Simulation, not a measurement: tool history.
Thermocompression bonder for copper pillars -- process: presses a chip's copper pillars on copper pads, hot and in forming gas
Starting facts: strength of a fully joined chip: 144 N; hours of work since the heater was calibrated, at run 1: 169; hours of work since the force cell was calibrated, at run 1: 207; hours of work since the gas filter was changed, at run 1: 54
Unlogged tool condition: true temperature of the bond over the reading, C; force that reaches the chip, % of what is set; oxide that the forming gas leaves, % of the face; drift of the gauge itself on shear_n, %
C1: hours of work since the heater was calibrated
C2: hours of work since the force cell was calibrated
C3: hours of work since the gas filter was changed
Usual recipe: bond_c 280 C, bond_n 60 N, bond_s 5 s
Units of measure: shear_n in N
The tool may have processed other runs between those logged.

run 1 day=0 | bond_c=280 bond_n=60 bond_s=5 | C1=169 C2=207 C3=54 | shear_n=53.4
run 2 day=0.246 | bond_c=280 bond_n=60 bond_s=8 | C1=172 C2=209 C3=57 | shear_n=64.5
run 3 day=0.642 | bond_c=280 bond_n=60 bond_s=8 | C1=176 C2=214 C3=61 | shear_n=65.7
run 4 day=1.083 | bond_c=280 bond_n=60 bond_s=6 | C1=181 C2=218 C3=66 | shear_n=55.9
run 5 day=1.508 | bond_c=280 bond_n=60 bond_s=6 | C1=185 C2=223 C3=70 | shear_n=56.4
-- day=1.617 heater calibrated with a thermocouple chip
run 6 day=1.871 | bond_c=280 bond_n=60 bond_s=5 | C1=3 C2=226 C3=73 | shear_n=52.3
run 7 day=2.204 | bond_c=280 bond_n=60 bond_s=5 | C1=6 C2=229 C3=76 | shear_n=53.3
run 8 day=2.575 | bond_c=305 bond_n=82 bond_s=5 | C1=10 C2=233 C3=80 | shear_n=88.4
run 9 day=2.933 | bond_c=277 bond_n=59 bond_s=12 | C1=14 C2=237 C3=84 | shear_n=66.5
run 10 day=3.288 | bond_c=277 bond_n=59 bond_s=12 | C1=18 C2=241 C3=88 | shear_n=68.4
run 11 day=3.612 | bond_c=277 bond_n=59 bond_s=12 | C1=21 C2=244 C3=91 | shear_n=68.3
run 12 day=3.925 | bond_c=277 bond_n=59 bond_s=12 | C1=24 C2=247 C3=95 | shear_n=69.4
run 13 day=4.183 | bond_c=280 bond_n=60 bond_s=3 | C1=27 C2=250 C3=97 | shear_n=42

Consider 3 possible next runs. They are alternatives, not a sequence: every one starts from the tool as it was left by run 13. What does each give?
-- day=4.454 heater calibrated with a thermocouple chip, once more
run A day=4.679 | bond_c=280 bond_n=60 bond_s=4 | C1=2 C2=254 C3=102 | shear_n=?
-- day=4.454 heater calibrated with a thermocouple chip, once more
run B day=4.679 | bond_c=257 bond_n=72 bond_s=12 | C1=2 C2=254 C3=102 | shear_n=?
-- day=4.454 heater calibrated with a thermocouple chip, once more
run C day=4.679 | bond_c=280 bond_n=37 bond_s=5 | C1=2 C2=254 C3=102 | shear_n=?

run=A shear_n=49.6
run=B shear_n=61.3
run=C shear_n=40.4
Stripped of hidden state, with their random variation kept, the same runs would have yielded:
run=A shear_n=50
run=B shear_n=61.8
run=C shear_n=40.6
